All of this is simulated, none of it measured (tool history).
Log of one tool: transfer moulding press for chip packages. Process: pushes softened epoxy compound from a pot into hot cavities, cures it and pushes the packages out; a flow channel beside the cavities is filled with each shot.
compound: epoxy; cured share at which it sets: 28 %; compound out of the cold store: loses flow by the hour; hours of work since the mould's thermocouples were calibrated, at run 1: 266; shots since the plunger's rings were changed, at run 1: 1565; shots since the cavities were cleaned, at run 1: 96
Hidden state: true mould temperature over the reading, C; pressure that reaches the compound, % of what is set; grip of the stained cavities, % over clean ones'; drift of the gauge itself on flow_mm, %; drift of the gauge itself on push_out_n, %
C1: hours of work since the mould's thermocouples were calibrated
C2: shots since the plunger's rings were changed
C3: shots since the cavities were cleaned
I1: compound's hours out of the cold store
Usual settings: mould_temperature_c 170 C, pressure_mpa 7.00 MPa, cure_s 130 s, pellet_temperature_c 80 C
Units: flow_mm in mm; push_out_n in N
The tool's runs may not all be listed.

Run 1, day 0.000: usual settings; C1 266; C2 1565; C3 96; I1 33.9. Result: flow_mm 595 mm, push_out_n 289 N.
Run 2, day 0.617: usual settings but pellet_temperature_c 85 C; C1 273; C2 1658; C3 189; I1 37.6. Result: flow_mm 590 mm, push_out_n 306 N.
Run 3, day 1.158: usual settings but pressure_mpa 5.88 MPa; C1 279; C2 1739; C3 270; I1 39.3. Result: flow_mm 536 mm, push_out_n 352 N.
Run 4, day 1.908: usual settings but pressure_mpa 5.88 MPa; C1 287; C2 1851; C3 382; I1 25.9. Result: flow_mm 581 mm, push_out_n 384 N.
Run 5, day 2.838: usual settings but pressure_mpa 5.88 MPa; C1 297; C2 1990; C3 521; I1 22.8. Result: flow_mm 583 mm, push_out_n 413 N.
At day 3.850: cavities cleaned with cleaning compound and waxed.
Run 6, day 4.092: usual settings; C1 310; C2 2168; C3 36; I1 40.2. Result: flow_mm 578 mm, push_out_n 520 N.
Run 7, day 5.104: usual settings; C1 321; C2 2320; C3 188; I1 43.7. Result: flow_mm 561 mm, push_out_n 568 N.
Run 8, day 6.371: usual settings; C1 334; C2 2510; C3 378; I1 18.1. Result: flow_mm 637 mm, push_out_n 573 N.
Run 9, day 6.988: usual settings but pellet_temperature_c 86 C; C1 341; C2 2602; C3 470; I1 20.4. Result: flow_mm 641 mm, push_out_n 567 N.
Run 10, day 8.004: usual settings but pellet_temperature_c 86 C; C1 352; C2 2754; C3 622; I1 41.3. Result: flow_mm 564 mm, push_out_n 541 N.
At day 8.288: cavities cleaned with cleaning compound and waxed.
Run 11, day 8.667: usual settings but pellet_temperature_c 87 C; C1 359; C2 2844; C3 57; I1 27.0. Result: flow_mm 616 mm, push_out_n 287 N.
Run 12, day 9.188: usual settings but pellet_temperature_c 87 C; C1 364; C2 2922; C3 135; I1 23.8. Result: flow_mm 622 mm, push_out_n 324 N.
Run 13, day 9.862: usual settings but pellet_temperature_c 87 C; C1 372; C2 3023; C3 236; I1 11.4. Result: flow_mm 666 mm, push_out_n 381 N.
At day 10.783: cavities cleaned with cleaning compound and waxed, once more.
Run 14, day 11.179: usual settings but pellet_temperature_c 87 C; C1 385; C2 3211; C3 59; I1 45.3. Result: flow_mm 543 mm, push_out_n 265 N.
Run 15, day 12.250: usual settings but mould_temperature_c 165 C, pressure_mpa 7.43 MPa, cure_s 151 s; C1 397; C2 3371; C3 219; I1 20.5. Result: flow_mm 662 mm, push_out_n 389 N.
Run 16, day 12.817: usual settings but mould_temperature_c 165 C, pressure_mpa 7.43 MPa, cure_s 151 s; C1 403; C2 3456; C3 304; I1 19.3. Result: flow_mm 675 mm, push_out_n 397 N.
Run 17, day 13.450: usual settings but pressure_mpa 7.15 MPa; C1 410; C2 3550; C3 398; I1 20.0. Result: flow_mm 632 mm, push_out_n 425 N.
Run 18, day 14.200: usual settings but pressure_mpa 7.18 MPa, pellet_temperature_c 86 C; C1 418; C2 3663; C3 511; I1 18.5. Result: flow_mm 629 mm, push_out_n 427 N.
Run 19, day 14.750: usual settings but cure_s 115 s, pellet_temperature_c 70 C; C1 424; C2 3745; C3 593; I1 43.5. Result: flow_mm 550 mm, push_out_n 562 N.
At day 15.275: cavities cleaned with cleaning compound and waxed.
Run 20, day 15.379: usual settings but mould_temperature_c 165 C, pellet_temperature_c 77 C; C1 430; C2 3830; C3 16; I1 23.4. Result: flow_mm 637 mm, push_out_n 428 N.
Run 21, day 16.575: usual settings but mould_temperature_c 165 C, pressure_mpa 6.85 MPa, cure_s 156 s, pellet_temperature_c 77 C; C1 443; C2 4009; C3 195; I1 29.2. Result: flow_mm 597 mm, push_out_n 350 N.
Run 22, day 17.292: usual settings but mould_temperature_c 165 C, pressure_mpa 6.85 MPa, cure_s 156 s, pellet_temperature_c 77 C; C1 450; C2 4116; C3 302; I1 18.0. Result: flow_mm 631 mm, push_out_n 391 N.
Run 23, day 18.225: usual settings but mould_temperature_c 165 C, pressure_mpa 6.85 MPa, cure_s 156 s, pellet_temperature_c 77 C; C1 461; C2 4256; C3 442; I1 12.2. Result: flow_mm 660 mm, push_out_n 466 N.
Run 24, day 18.929: usual settings but pressure_mpa 7.10 MPa, cure_s 127 s; C1 468; C2 4362; C3 548; I1 20.8. Result: flow_mm 610 mm, push_out_n 455 N.
At day 19.738: cavities cleaned with cleaning compound and waxed.
Run 25, day 20.000: usual settings but mould_temperature_c 175 C, pressure_mpa 7.10 MPa, cure_s 127 s, pellet_temperature_c 85 C; C1 479; C2 4512; C3 39; I1 41.0. Result: flow_mm 539 mm, push_out_n 211 N.
Run 26, day 21.204: usual settings but mould_temperature_c 175 C, pressure_mpa 5.30 MPa, cure_s 127 s, pellet_temperature_c 82 C; C1 492; C2 4693; C3 220; I1 31.3. Result: flow_mm 485 mm, push_out_n 270 N.
Run 27, day 22.133: usual settings but mould_temperature_c 175 C, pressure_mpa 5.30 MPa, cure_s 127 s, pellet_temperature_c 82 C; C1 502; C2 4831; C3 358; I1 35.1. Result: flow_mm 486 mm, push_out_n 303 N.

Measured less the same run without the tool's hidden state. The same run-to-run variation is in both; the gauge's scatter may not be:
run  flow_mm  push_out_n
  1      -14         +50
  2      -13         +76
  3      -13        +107
  4      -16        +144
  5      -17        +175
  6      -19        +297
  7      -20        +314
  8      -24        +325
  9      -26        +328
 10      -24        +310
 11      -27         +44
 12      -29         +74
 13      -31        +120
 14      -29         +38
 15      -35        +115
 16      -37        +139
 17      -36        +162
 18      -38        +182
 19      -33        +253
 20      -39         +51
 21      -40        +101
 22      -42        +142
 23      -46        +195
 24      -45        +205
 25      -41         +20
 26      -39         +73
 27      -40        +105

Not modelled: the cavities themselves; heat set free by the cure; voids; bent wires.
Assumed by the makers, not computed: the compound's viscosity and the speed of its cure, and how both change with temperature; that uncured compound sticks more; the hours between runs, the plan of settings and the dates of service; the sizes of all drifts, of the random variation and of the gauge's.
